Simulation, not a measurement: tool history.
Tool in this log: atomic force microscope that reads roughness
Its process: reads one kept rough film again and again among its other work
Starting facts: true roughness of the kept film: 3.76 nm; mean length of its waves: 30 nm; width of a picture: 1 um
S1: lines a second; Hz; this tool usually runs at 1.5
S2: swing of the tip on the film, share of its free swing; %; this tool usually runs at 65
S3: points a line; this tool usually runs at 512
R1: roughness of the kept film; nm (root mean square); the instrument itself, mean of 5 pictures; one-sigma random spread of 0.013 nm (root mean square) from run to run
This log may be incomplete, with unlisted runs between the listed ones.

run 1 day=0 | S1=1.5 S2=65 S3=512 | R1=2.466
-- day=1.2 new tip fitted
run 2 day=1.517 | S1=1.5 S2=65 S3=512 | R1=3.081
run 3 day=3.521 | S1=1.5 S2=65 S3=512 | R1=2.725
-- day=6.417 new tip fitted
run 4 day=6.417 | S1=1.5 S2=65 S3=512 | R1=3.162
run 5 day=8.533 | S1=1.5 S2=65 S3=512 | R1=2.781
run 6 day=10.229 | S1=1.5 S2=65 S3=512 | R1=2.558
-- day=11.638 new tip fitted
run 7 day=12.233 | S1=1.5 S2=65 S3=512 | R1=3.032
run 8 day=14.725 | S1=1.5 S2=65 S3=512 | R1=2.65
run 9 day=16.65 | S1=1.5 S2=65 S3=512 | R1=2.383
-- day=16.95 new tip fitted
run 10 day=18.05 | S1=1.5 S2=65 S3=512 | R1=2.903
run 11 day=19.925 | S1=2.4 S2=65 S3=512 | R1=2.505
-- day=22.183 new tip fitted
run 12 day=23.238 | S1=1.5 S2=87 S3=512 | R1=2.612
run 13 day=26.033 | S1=2.83 S2=65 S3=512 | R1=2.408
-- day=27.354 new tip fitted
run 14 day=28.571 | S1=2.83 S2=65 S3=512 | R1=2.783
run 15 day=30.846 | S1=2.83 S2=78 S3=512 | R1=2.194
-- day=32.754 new tip fitted
run 16 day=33.442 | S1=0.51 S2=65 S3=512 | R1=3.224
run 17 day=34.833 | S1=0.51 S2=68 S3=467 | R1=2.917
-- day=35.012 height scale calibrated on a step standard
run 18 day=37.821 | S1=0.51 S2=68 S3=467 | R1=2.508
-- day=38.062 new tip fitted
run 19 day=39.4 | S1=3.09 S2=65 S3=351 | R1=2.761
-- day=41.158 height scale calibrated on a step standard, once more
run 20 day=42.362 | S1=3.09 S2=65 S3=351 | R1=2.326
-- day=43.421 new tip fitted
run 21 day=43.871 | S1=3.76 S2=80 S3=496 | R1=2.307
run 22 day=46.525 | S1=1.86 S2=77 S3=954 | R1=2.386
-- day=48.817 new tip fitted
run 23 day=49.55 | S1=1.86 S2=77 S3=954 | R1=2.757
run 24 day=52.921 | S1=2.19 S2=77 S3=954 | R1=2.257
-- day=54.071 new tip fitted
run 25 day=54.796 | S1=1.5 S2=65 S3=803 | R1=2.996
run 26 day=57.833 | S1=3.12 S2=87 S3=461 | R1=1.842
-- day=59.292 new tip fitted
run 27 day=59.533 | S1=1.77 S2=55 S3=461 | R1=3.162
run 28 day=62.158 | S1=1.77 S2=55 S3=461 | R1=2.742
run 29 day=64.179 | S1=1.77 S2=63 S3=470 | R1=2.378
-- day=64.625 new tip fitted
run 30 day=66.446 | S1=3.62 S2=71 S3=357 | R1=2.431
run 31 day=68.867 | S1=3.62 S2=71 S3=357 | R1=2.134
-- day=69.85 new tip fitted
run 32 day=72.133 | S1=3.62 S2=76 S3=535 | R1=2.233

Measured minus without-hidden-state, run by run (identical run-to-run variation in each term; gauge scatter may differ):
Hidden conditions of the tool in this case: radius of the tip, nm; height scale over the true one, %; drift of the gauge itself on roughness_nm, %.
run=1 R1=-0.67
run=2 R1=-0.058
run=3 R1=-0.407
run=4 R1=+0.014
run=5 R1=-0.357
run=6 R1=-0.595
run=7 R1=-0.112
run=8 R1=-0.486
run=9 R1=-0.732
run=10 R1=-0.216
run=11 R1=-0.487
run=12 R1=-0.127
run=13 R1=-0.53
run=14 R1=-0.178
run=15 R1=-0.445
run=16 R1=-0.092
run=17 R1=-0.334
run=18 R1=-0.745
run=19 R1=-0.157
run=20 R1=-0.606
run=21 R1=-0.08
run=22 R1=-0.494
run=23 R1=-0.127
run=24 R1=-0.548
run=25 R1=-0.131
run=26 R1=-0.42
run=27 R1=-0.049
run=28 R1=-0.475
run=29 R1=-0.725
run=30 R1=-0.26
run=31 R1=-0.536
run=32 R1=-0.3
